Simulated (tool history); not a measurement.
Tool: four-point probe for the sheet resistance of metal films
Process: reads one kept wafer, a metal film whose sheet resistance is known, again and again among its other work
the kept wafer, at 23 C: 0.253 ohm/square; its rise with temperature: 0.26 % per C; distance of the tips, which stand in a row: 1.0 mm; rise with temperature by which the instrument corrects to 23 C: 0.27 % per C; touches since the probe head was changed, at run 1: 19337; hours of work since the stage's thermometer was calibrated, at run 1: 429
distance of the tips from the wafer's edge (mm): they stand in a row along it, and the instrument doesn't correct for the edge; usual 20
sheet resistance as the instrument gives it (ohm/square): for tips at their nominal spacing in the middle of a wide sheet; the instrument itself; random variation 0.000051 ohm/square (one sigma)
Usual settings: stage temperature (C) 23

| run | hour | stage temperature (C) | distance of the tips from the wafer's edge (mm) | touches since the probe head was changed | hours of work since the stage's thermometer was calibrated | sheet resistance as the instrument gives it (ohm/square) |
|---|---|---|---|---|---|---|
| 1 | 0 | 23 | 20 | 19337 | 429 | 0.253056 |
| 2 | 58.2 | 23 | 20 | 21506 | 469 | 0.253101 |
| 3 | 100.8 | 23 | 20 | 23088 | 498 | 0.253111 |
| 4 | 139.8 | 23 | 7 | 24541 | 525 | 0.255487 |
| 5 | 213 | 23 | 7 | 27267 | 576 | 0.255566 |
| 6 | 261 | 23 | 7 | 29054 | 609 | 0.255499 |
| 7 | 311.2 | 23 | 19 | 30924 | 644 | 0.253104 |
| 8 | 351.8 | 23 | 19 | 32435 | 672 | 0.253191 |

The next listed run, before its measurement:
| 9 | 404.7 | 29 | 20 | 34405 | 708 | ? |

Run 9 gave sheet resistance as the instrument gives it (ohm/square) 0.252996.
Without the tool's hidden state the same run would have given sheet resistance as the instrument gives it (ohm/square) 0.253194.

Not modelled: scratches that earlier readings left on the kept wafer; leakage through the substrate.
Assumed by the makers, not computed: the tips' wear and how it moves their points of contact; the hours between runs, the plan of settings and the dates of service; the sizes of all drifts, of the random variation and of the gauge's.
